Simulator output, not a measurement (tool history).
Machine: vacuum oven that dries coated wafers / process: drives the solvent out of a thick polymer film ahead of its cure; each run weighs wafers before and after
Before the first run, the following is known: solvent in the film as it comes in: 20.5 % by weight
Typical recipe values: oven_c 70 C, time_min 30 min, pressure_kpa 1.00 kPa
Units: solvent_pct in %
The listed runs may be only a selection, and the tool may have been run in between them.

Run 1, hour 0.0: usual settings. Result: solvent_pct 4.10 %.
Run 2, hour 12.7: usual settings. Result: solvent_pct 4.08 %.
Run 3, hour 27.2: usual settings. Result: solvent_pct 4.09 %.
Run 4, hour 40.8: usual settings. Result: solvent_pct 4.10 %.
Run 5, hour 54.1: usual settings. Result: solvent_pct 4.08 %.
Run 6, hour 63.7: usual settings. Result: solvent_pct 4.09 %.
Run 7, hour 78.7: usual settings. Result: solvent_pct 4.10 %.
Run 8, hour 88.9: usual settings. Result: solvent_pct 4.08 %.
Run 9, hour 105.3: usual settings. Result: solvent_pct 4.10 %.
Run 10, hour 121.5: usual settings. Result: solvent_pct 4.07 %.
Run 11, hour 131.4: usual settings but pressure_kpa 3.09 kPa. Result: solvent_pct 5.95 %.
Run 12, hour 141.0: usual settings. Result: solvent_pct 4.08 %.
Run 13, hour 154.3: usual settings. Result: solvent_pct 4.17 %.
Run 14, hour 170.3: usual settings. Result: solvent_pct 4.08 %.
Run 15, hour 185.9: usual settings but oven_c 79 C. Result: solvent_pct 1.86 %.
Run 16, hour 197.7: usual settings but oven_c 79 C. Result: solvent_pct 1.90 %.
Run 17, hour 210.0: usual settings but oven_c 61 C. Result: solvent_pct 7.25 %.
Run 18, hour 224.7: usual settings but oven_c 61 C, time_min 26 min. Result: solvent_pct 7.99 %.
Run 19, hour 238.1: usual settings but oven_c 61 C, time_min 26 min. Result: solvent_pct 8.02 %.
Run 20, hour 252.3: usual settings but pressure_kpa 1.51 kPa. Result: solvent_pct 4.68 %.
Run 21, hour 260.9: usual settings but pressure_kpa 1.51 kPa. Result: solvent_pct 4.63 %.
Run 22, hour 271.9: usual settings but pressure_kpa 1.51 kPa. Result: solvent_pct 4.70 %.
Run 23, hour 284.3: usual settings. Result: solvent_pct 4.21 %.
Run 24, hour 292.8: usual settings. Result: solvent_pct 4.20 %.
Run 25, hour 305.6: usual settings. Result: solvent_pct 3.89 %.
Run 26, hour 312.4: usual settings. Result: solvent_pct 3.95 %.
Run 27, hour 327.0: usual settings but oven_c 73 C, time_min 18 min, pressure_kpa 0.55 kPa. Result: solvent_pct 5.44 %.
Run 28, hour 341.9: usual settings but oven_c 68 C, time_min 52 min, pressure_kpa 1.60 kPa. Result: solvent_pct 2.87 %.
Run 29, hour 352.3: usual settings but pressure_kpa 1.28 kPa. Result: solvent_pct 4.20 %.
Run 30, hour 362.4: usual settings but pressure_kpa 1.28 kPa. Result: solvent_pct 4.22 %.
Run 31, hour 378.1: usual settings but pressure_kpa 1.28 kPa. Result: solvent_pct 4.21 %.
Run 32, hour 386.2: usual settings but pressure_kpa 1.28 kPa. Result: solvent_pct 4.22 %.
Run 33, hour 400.7: usual settings but oven_c 57 C, time_min 33 min, pressure_kpa 0.76 kPa. Result: solvent_pct 7.71 %.
Run 34, hour 415.4: usual settings but oven_c 57 C, time_min 33 min, pressure_kpa 0.76 kPa. Result: solvent_pct 7.70 %.
Run 35, hour 428.7: usual settings but oven_c 74 C, time_min 17 min, pressure_kpa 2.83 kPa. Result: solvent_pct 6.95 %.
Run 36, hour 445.1: usual settings but oven_c 74 C, time_min 17 min, pressure_kpa 2.83 kPa. Result: solvent_pct 6.97 %.
Run 37, hour 458.8: usual settings but time_min 49 min, pressure_kpa 0.56 kPa. Result: solvent_pct 1.63 %.
Run 38, hour 470.5: usual settings but time_min 49 min, pressure_kpa 0.56 kPa. Result: solvent_pct 1.65 %.
Run 39, hour 486.3: usual settings but oven_c 84 C, time_min 32 min, pressure_kpa 1.69 kPa. Result: solvent_pct 1.43 %.
Run 40, hour 503.1: usual settings but oven_c 78 C, time_min 18 min, pressure_kpa 0.59 kPa. Result: solvent_pct 3.88 %.
Run 41, hour 519.6: usual settings but oven_c 78 C, time_min 18 min, pressure_kpa 0.59 kPa. Result: solvent_pct 3.87 %.
Run 42, hour 526.6: usual settings but oven_c 78 C, time_min 18 min, pressure_kpa 0.59 kPa. Result: solvent_pct 3.95 %.
Run 43, hour 534.3: usual settings but oven_c 78 C, time_min 18 min, pressure_kpa 0.59 kPa. Result: solvent_pct 3.91 %.
Run 44, hour 544.2: usual settings but oven_c 78 C, time_min 18 min, pressure_kpa 0.59 kPa. Result: solvent_pct 3.88 %.
Run 45, hour 559.7: usual settings but oven_c 68 C, time_min 22 min, pressure_kpa 1.11 kPa. Result: solvent_pct 6.40 %.
Run 46, hour 568.3: usual settings but oven_c 68 C, time_min 22 min, pressure_kpa 1.11 kPa. Result: solvent_pct 6.40 %.

Missing from the log above: 2 entries noted between runs. For each, name the pair of listed runs it sits between and say how the tool's hidden condition differs from the listed run just before to the listed run just after:
Runs 19 to 20: vacuum gauge cleaned of residue and calibrated (hour 241.0)
  true wafer temperature over the reading, C: 0.24 -> 0.25; true pressure over the reading, kPa: 0.181 -> 0.292
  difference, measured minus the result without the unlogged condition, solvent_pct: +0.10 -> +0.18 %
Runs 24 to 25: vacuum gauge cleaned of residue and calibrated, once more (hour 302.7)
  true pressure over the reading, kPa: 0.305 -> 0.013
  difference, measured minus the result without the unlogged condition, solvent_pct: +0.19 -> -0.07 %
